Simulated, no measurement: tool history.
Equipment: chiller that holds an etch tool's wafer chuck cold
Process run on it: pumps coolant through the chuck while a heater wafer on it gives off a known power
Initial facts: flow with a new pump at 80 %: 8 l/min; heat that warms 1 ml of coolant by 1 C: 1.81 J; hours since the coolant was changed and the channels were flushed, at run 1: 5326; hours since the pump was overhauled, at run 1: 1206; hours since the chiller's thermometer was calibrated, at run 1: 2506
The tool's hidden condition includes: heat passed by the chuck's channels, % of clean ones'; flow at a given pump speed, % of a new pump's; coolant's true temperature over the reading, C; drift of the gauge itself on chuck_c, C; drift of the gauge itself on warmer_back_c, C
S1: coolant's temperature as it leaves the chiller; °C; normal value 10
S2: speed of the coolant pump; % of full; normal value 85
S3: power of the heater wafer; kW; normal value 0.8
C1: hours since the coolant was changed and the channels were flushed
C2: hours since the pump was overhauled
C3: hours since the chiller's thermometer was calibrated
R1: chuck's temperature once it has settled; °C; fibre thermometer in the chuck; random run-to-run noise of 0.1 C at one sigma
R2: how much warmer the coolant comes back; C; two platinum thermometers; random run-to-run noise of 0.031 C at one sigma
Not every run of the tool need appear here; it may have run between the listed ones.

run,hour,S1,S2,S3,C1,C2,C3,R1,R2
1,0,10,85,0.8,5326,1206,2506,17.1,3.13
2,25.5,10,85,0.8,5351,1231,2532,17.2,3.11
3,61.9,16,85,0.8,5388,1267,2568,23,3.08
4,87.7,16,85,0.8,5414,1293,2594,23.2,3.11
5,130.4,10,85,0.8,5456,1336,2637,17.1,3.06
6,160.2,10,85,0.8,5486,1366,2667,17,3.17
7,206,10,85,0.8,5532,1412,2712,17.2,3.01
8,228.8,10,85,0.8,5555,1434,2735,16.9,3.08
9,253.7,10,62,0.8,5580,1459,2760,19.2,4.23
10,291.4,10,82,0.8,5617,1497,2798,17.3,3.17
11,331.7,10,62,0.531,5658,1537,2838,16.2,2.78
# hour 343.8: chiller's thermometer calibrated
12,367.3,10,85,1.091,5692,1572,23,19.9,4.23
13,402.9,3,85,0.8,5728,1607,59,10.2,3.04
14,431.9,3,85,0.438,5757,1636,88,7,1.62
15,452.2,3,76,1.106,5777,1657,108,13.9,4.7
16,478.7,6,92,0.629,5804,1683,135,11.4,2.22
17,508,6,92,0.629,5833,1713,164,11.4,2.17
18,543,4,79,0.672,5868,1748,199,10.2,2.75
19,563.3,3,86,0.8,5888,1768,219,10.1,3
20,595.3,3,86,0.8,5920,1800,251,10.3,3

Take each entry between the runs: how does the hidden state at the last listed run before it differ from the hidden state at the first listed run after it?
Between runs 11 and 12: chiller's thermometer calibrated (hour 343.8)
  no hidden state differs between the two runs
  measured less the result without the state, R2: -0.05 -> -0.05 C
